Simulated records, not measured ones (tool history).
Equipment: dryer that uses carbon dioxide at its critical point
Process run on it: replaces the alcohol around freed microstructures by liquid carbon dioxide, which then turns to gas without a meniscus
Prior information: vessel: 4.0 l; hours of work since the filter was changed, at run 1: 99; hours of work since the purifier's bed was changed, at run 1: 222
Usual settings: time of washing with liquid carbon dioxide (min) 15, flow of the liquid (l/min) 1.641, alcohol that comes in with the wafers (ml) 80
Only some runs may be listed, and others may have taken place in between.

| run | day | time of washing with liquid carbon dioxide (min) | flow of the liquid (l/min) | alcohol that comes in with the wafers (ml) | hours of work since the filter was changed | hours of work since the purifier's bed was changed | alcohol left in the vessel before it's heated (ppm by volume) |
|---|---|---|---|---|---|---|---|
| 1 | 0.000 | 15 | 1.641 | 80 | 99 | 222 | 156 |
| 2 | 0.596 | 15 | 2.310 | 80 | 106 | 229 | 55 |
| 3 | 1.458 | 15 | 1.641 | 64 | 116 | 239 | 150 |
| 4 | 2.683 | 15 | 1.641 | 64 | 130 | 252 | 153 |
| 5 | 3.325 | 15 | 1.560 | 64 | 137 | 260 | 167 |
| 6 | 4.267 | 15 | 1.560 | 64 | 148 | 271 | 177 |
| 7 | 5.371 | 15 | 1.641 | 45 | 161 | 283 | 118 |
| 8 | 6.021 | 14 | 1.641 | 80 | 168 | 291 | 229 |
| 9 | 7.238 | 14 | 1.641 | 80 | 182 | 304 | 245 |
| 10 | 8.058 | 14 | 1.641 | 80 | 191 | 314 | 249 |
| 11 | 8.796 | 14 | 1.641 | 80 | 200 | 322 | 234 |
| 12 | 9.733 | 15 | 1.100 | 80 | 210 | 333 | 825 |
| 13 | 10.771 | 15 | 1.100 | 80 | 222 | 345 | 847 |
| 14 | 12.117 | 15 | 1.100 | 80 | 238 | 360 | 815 |
| 15 | 13.354 | 15 | 1.100 | 80 | 252 | 374 | 836 |
| 16 | 14.688 | 15 | 1.641 | 80 | 267 | 389 | 213 |
| 17 | 15.871 | 15 | 1.641 | 80 | 280 | 403 | 223 |
| 18 | 16.625 | 15 | 1.641 | 80 | 289 | 411 | 211 |
| 19 | 17.404 | 15 | 1.641 | 80 | 298 | 420 | 220 |
| 20 | 18.025 | 15 | 1.641 | 80 | 305 | 427 | 217 |
| 21 | 18.958 | 15 | 1.641 | 80 | 315 | 438 | 234 |
| 22 | 20.067 | 15 | 1.641 | 80 | 328 | 451 | 226 |
|  | 20.654 | inlet filter changed |
| 23 | 20.704 | 15 | 1.641 | 80 | 1 | 457 | 184 |
| 24 | 21.508 | 12 | 1.641 | 80 | 10 | 466 | 384 |
| 25 | 22.108 | 12 | 1.641 | 80 | 17 | 473 | 384 |
| 26 | 23.458 | 12 | 1.641 | 65 | 32 | 489 | 349 |
| 27 | 24.008 | 12 | 1.641 | 65 | 38 | 495 | 346 |
| 28 | 24.896 | 17 | 1.641 | 49 | 48 | 505 | 122 |
| 29 | 25.667 | 17 | 1.641 | 49 | 57 | 514 | 133 |
| 30 | 26.567 | 17 | 1.641 | 49 | 67 | 524 | 134 |
| 31 | 27.704 | 15 | 1.100 | 80 | 80 | 537 | 773 |
| 32 | 28.388 | 15 | 1.930 | 107 | 88 | 545 | 152 |
| 33 | 29.071 | 15 | 1.930 | 107 | 96 | 553 | 164 |
| 34 | 30.033 | 11 | 1.290 | 107 | 107 | 564 | 1555 |
| 35 | 31.246 | 20 | 2.340 | 54 | 121 | 577 | 97 |
| 36 | 32.104 | 20 | 2.340 | 54 | 130 | 587 | 109 |
| 37 | 33.229 | 15 | 2.650 | 22 | 143 | 600 | 111 |
| 38 | 33.988 | 15 | 2.020 | 26 | 152 | 609 | 121 |
| 39 | 35.296 | 15 | 1.010 | 99 | 167 | 624 | 1302 |
| 40 | 36.446 | 15 | 1.641 | 45 | 180 | 637 | 173 |
| 41 | 37.546 | 11 | 1.090 | 33 | 192 | 649 | 883 |
| 42 | 38.321 | 11 | 1.090 | 33 | 201 | 658 | 865 |
| 43 | 39.104 | 11 | 1.090 | 33 | 210 | 667 | 855 |
| 44 | 39.646 | 11 | 1.090 | 33 | 216 | 673 | 856 |
| 45 | 40.204 | 11 | 1.641 | 70 | 223 | 680 | 572 |
| 46 | 41.462 | 14 | 1.990 | 76 | 237 | 694 | 175 |
| 47 | 42.129 | 14 | 1.990 | 76 | 245 | 701 | 189 |

Predict each of these 3 candidate next runs independently; none follows another, all start after run 47:
| A | 43.458 | 15 | 1.641 | 52 | 260 | 717 | ? |
| B | 43.458 | 12 | 1.030 | 76 | 260 | 717 | ? |
| C | 43.458 | 14 | 2.690 | 116 | 260 | 717 | ? |

| run | alcohol left in the vessel before it's heated (ppm by volume) |
|---|---|
| A | 202 |
| B | 1752 |
| C | 146 |
With no hidden state in the tool, these same runs would have given:
| run | alcohol left in the vessel before it's heated (ppm by volume) |
|---|---|
| A | 64 |
| B | 1423 |
| C | 19 |
